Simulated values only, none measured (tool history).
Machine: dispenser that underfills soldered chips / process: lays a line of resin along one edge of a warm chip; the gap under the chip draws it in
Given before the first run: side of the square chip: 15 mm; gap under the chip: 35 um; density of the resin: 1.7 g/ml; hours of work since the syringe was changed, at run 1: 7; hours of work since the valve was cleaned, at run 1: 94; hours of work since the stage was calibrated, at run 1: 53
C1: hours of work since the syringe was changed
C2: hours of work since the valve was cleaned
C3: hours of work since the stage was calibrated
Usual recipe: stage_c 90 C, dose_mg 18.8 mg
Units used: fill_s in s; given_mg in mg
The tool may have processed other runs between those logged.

Run 1, hour 0.0: usual settings; C1 7; C2 94; C3 53. Result: fill_s 206.0 s, given_mg 17.05 mg.
At hour 1.9: new syringe of resin.
Run 2, hour 4.0: usual settings; C1 2; C2 97; C3 56. Result: fill_s 163.3 s, given_mg 17.05 mg.
Run 3, hour 7.1: usual settings; C1 4; C2 100; C3 58. Result: fill_s 183.2 s, given_mg 17.05 mg.
Run 4, hour 9.5: usual settings; C1 6; C2 101; C3 60. Result: fill_s 197.7 s, given_mg 16.93 mg.
At hour 12.8: new syringe of resin.
Run 5, hour 12.9: usual settings but dose_mg 23.7 mg; C1 0; C2 104; C3 62. Result: fill_s 147.0 s, given_mg 21.31 mg.
Run 6, hour 16.7: usual settings but dose_mg 23.7 mg; C1 3; C2 107; C3 65. Result: fill_s 165.9 s, given_mg 21.34 mg.
Run 7, hour 20.7: usual settings but dose_mg 22.4 mg; C1 6; C2 110; C3 69. Result: fill_s 196.0 s, given_mg 20.03 mg.
Run 8, hour 22.9: usual settings but stage_c 80 C; C1 8; C2 112; C3 70. Result: fill_s 348.9 s, given_mg 16.73 mg.
At hour 23.6: new syringe of resin.
Run 9, hour 28.2: usual settings; C1 4; C2 116; C3 74. Result: fill_s 184.9 s, given_mg 16.77 mg.
At hour 31.4: dispensing valve cleaned and set on the balance.
Run 10, hour 32.1: usual settings but stage_c 96 C; C1 6; C2 1; C3 76. Result: fill_s 147.9 s, given_mg 18.87 mg.
At hour 35.3: new syringe of resin.
Run 11, hour 37.3: usual settings but dose_mg 21.9 mg; C1 2; C2 4; C3 80. Result: fill_s 157.3 s, given_mg 21.83 mg.
Run 12, hour 40.6: usual settings but stage_c 97 C; C1 4; C2 7; C3 83. Result: fill_s 130.9 s, given_mg 18.75 mg.
Run 13, hour 44.7: usual settings but stage_c 97 C; C1 7; C2 10; C3 86. Result: fill_s 153.6 s, given_mg 18.47 mg.
At hour 46.1: new syringe of resin.
Run 14, hour 49.7: usual settings but stage_c 99 C; C1 3; C2 14; C3 90. Result: fill_s 110.2 s, given_mg 18.54 mg.
Run 15, hour 53.5: usual settings; C1 6; C2 17; C3 93. Result: fill_s 194.6 s, given_mg 18.38 mg.
At hour 56.8: new syringe of resin.
Run 16, hour 57.3: usual settings but stage_c 75 C, dose_mg 16.8 mg; C1 0; C2 20; C3 96. Result: fill_s 323.7 s, given_mg 16.39 mg.
Run 17, hour 60.0: usual settings but stage_c 101 C, dose_mg 19.1 mg; C1 3; C2 22; C3 98. Result: fill_s 99.3 s, given_mg 18.68 mg.
Run 18, hour 63.5: usual settings but stage_c 101 C, dose_mg 19.1 mg; C1 5; C2 24; C3 100. Result: fill_s 113.7 s, given_mg 18.76 mg.
At hour 67.4: new syringe of resin.
Run 19, hour 67.4: usual settings but stage_c 101 C, dose_mg 19.1 mg; C1 0; C2 27; C3 103. Result: fill_s 90.2 s, given_mg 18.55 mg.
Run 20, hour 72.4: usual settings but stage_c 93 C; C1 4; C2 31; C3 107. Result: fill_s 153.6 s, given_mg 18.27 mg.
Run 21, hour 76.4: usual settings but dose_mg 19.0 mg; C1 7; C2 34; C3 110. Result: fill_s 206.0 s, given_mg 18.27 mg.
At hour 78.3: new syringe of resin.
Run 22, hour 79.4: usual settings but stage_c 88 C, dose_mg 16.6 mg; C1 1; C2 36; C3 112. Result: fill_s 177.2 s, given_mg 16.07 mg.
Run 23, hour 82.7: usual settings but stage_c 88 C, dose_mg 16.6 mg; C1 3; C2 39; C3 115. Result: fill_s 199.9 s, given_mg 16.06 mg.
Run 24, hour 85.8: usual settings but stage_c 95 C, dose_mg 19.2 mg; C1 6; C2 42; C3 117. Result: fill_s 154.2 s, given_mg 18.47 mg.
At hour 89.0: new syringe of resin.
Run 25, hour 89.7: usual settings but stage_c 97 C, dose_mg 20.5 mg; C1 1; C2 44; C3 120. Result: fill_s 106.8 s, given_mg 19.61 mg.
Run 26, hour 93.2: usual settings but stage_c 104 C, dose_mg 21.8 mg; C1 3; C2 47; C3 123. Result: fill_s 89.0 s, given_mg 20.84 mg.
Run 27, hour 97.7: usual settings but stage_c 104 C, dose_mg 22.8 mg; C1 7; C2 51; C3 127. Result: fill_s 104.7 s, given_mg 21.91 mg.
At hour 99.8: new syringe of resin.
Run 28, hour 101.2: usual settings but stage_c 104 C, dose_mg 22.8 mg; C1 1; C2 53; C3 129. Result: fill_s 80.0 s, given_mg 21.69 mg.
Run 29, hour 104.2: usual settings but stage_c 88 C; C1 3; C2 55; C3 131. Result: fill_s 195.2 s, given_mg 17.81 mg.
Run 30, hour 106.5: usual settings but stage_c 88 C; C1 5; C2 57; C3 133. Result: fill_s 209.0 s, given_mg 17.80 mg.

Forecast each of these 4 alternatives for the next run:
Run A, hour 109.0: usual settings but stage_c 97 C, dose_mg 23.7 mg; C1 7; C2 59; C3 135. Result: fill_s ?, given_mg ?.
Run B, hour 109.0: usual settings but stage_c 87 C; C1 7; C2 59; C3 135. Result: fill_s ?, given_mg ?.
Run C, hour 109.0: usual settings but stage_c 103 C, dose_mg 21.9 mg; C1 7; C2 59; C3 135. Result: fill_s ?, given_mg ?.
Run D, hour 109.0: usual settings but stage_c 96 C; C1 7; C2 59; C3 135. Result: fill_s ?, given_mg ?.

run  fill_s  given_mg
  A   146.3     22.50
  B   240.9     17.78
  C   112.1     20.69
  D   159.0     17.68
The same runs, with their run-to-run variation unchanged, on a tool lacking any hidden condition would have given:
run  fill_s  given_mg
  A   105.0     23.78
  B   171.2     18.79
  C    80.2     21.87
  D   112.9     18.69
